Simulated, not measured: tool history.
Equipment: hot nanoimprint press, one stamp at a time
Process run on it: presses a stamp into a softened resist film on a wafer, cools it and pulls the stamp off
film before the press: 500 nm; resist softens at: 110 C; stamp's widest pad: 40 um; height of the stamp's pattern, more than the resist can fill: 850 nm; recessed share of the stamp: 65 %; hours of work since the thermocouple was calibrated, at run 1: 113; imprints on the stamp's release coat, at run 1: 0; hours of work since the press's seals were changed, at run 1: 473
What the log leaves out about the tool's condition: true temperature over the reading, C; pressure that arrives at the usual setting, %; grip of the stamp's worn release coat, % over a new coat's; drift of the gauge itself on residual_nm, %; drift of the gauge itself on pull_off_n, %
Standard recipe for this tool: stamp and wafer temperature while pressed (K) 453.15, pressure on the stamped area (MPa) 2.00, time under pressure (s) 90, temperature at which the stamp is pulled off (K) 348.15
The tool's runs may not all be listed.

| run | hour | stamp and wafer temperature while pressed (K) | pressure on the stamped area (MPa) | time under pressure (s) | temperature at which the stamp is pulled off (K) | hours of work since the thermocouple was calibrated | imprints on the stamp's release coat | hours of work since the press's seals were changed | resist left under the stamp's widest pad (Å) | greatest force while the stamp is pulled off (N) |
|---|---|---|---|---|---|---|---|---|---|---|
| 1 | 0.0 | 453.15 | 2.00 | 90 | 348.15 | 113 | 0 | 473 | 2839 | 126 |
| 2 | 18.1 | 453.15 | 2.00 | 90 | 348.15 | 124 | 70 | 485 | 2844 | 129 |
| 3 | 27.4 | 453.15 | 2.00 | 90 | 348.15 | 130 | 107 | 491 | 2839 | 129 |
| 4 | 38.8 | 453.15 | 2.00 | 90 | 348.15 | 138 | 151 | 498 | 2838 | 126 |
| 5 | 60.4 | 453.15 | 2.00 | 90 | 341.15 | 151 | 235 | 512 | 2848 | 152 |
| 6 | 80.6 | 453.15 | 2.00 | 90 | 341.15 | 164 | 314 | 525 | 2841 | 149 |
| 7 | 90.8 | 453.15 | 2.00 | 90 | 341.15 | 171 | 354 | 531 | 2844 | 152 |
| 8 | 100.9 | 453.15 | 2.00 | 90 | 341.15 | 177 | 393 | 538 | 2845 | 152 |
| 9 | 119.9 | 453.15 | 1.54 | 90 | 348.15 | 190 | 467 | 550 | 3230 | 127 |
| 10 | 139.3 | 453.15 | 1.54 | 90 | 348.15 | 202 | 542 | 562 | 3233 | 128 |
| 11 | 151.8 | 453.15 | 1.54 | 90 | 348.15 | 210 | 591 | 570 | 3230 | 130 |
| 12 | 168.9 | 453.15 | 2.00 | 90 | 348.15 | 221 | 658 | 581 | 2852 | 131 |
| 13 | 183.5 | 450.15 | 2.00 | 145 | 348.15 | 230 | 715 | 591 | 2701 | 129 |
| 14 | 194.2 | 450.15 | 2.00 | 145 | 348.15 | 237 | 756 | 598 | 2699 | 129 |
|  | 203.3 | stamp cleaned and given a new release coat |
| 15 | 218.8 | 452.15 | 1.93 | 146 | 337.15 | 249 | 61 | 610 | 2598 | 164 |

Expected results for the next run?
| 16 | 228.1 | 462.15 | 2.00 | 90 | 345.15 | 255 | 97 | 616 | ? | ? |

resist left under the stamp's widest pad (Å): 2244
greatest force while the stamp is pulled off (N): 138
With no hidden state in the tool, this same run would have given resist left under the stamp's widest pad (Å) 2231, greatest force while the stamp is pulled off (N) 138.
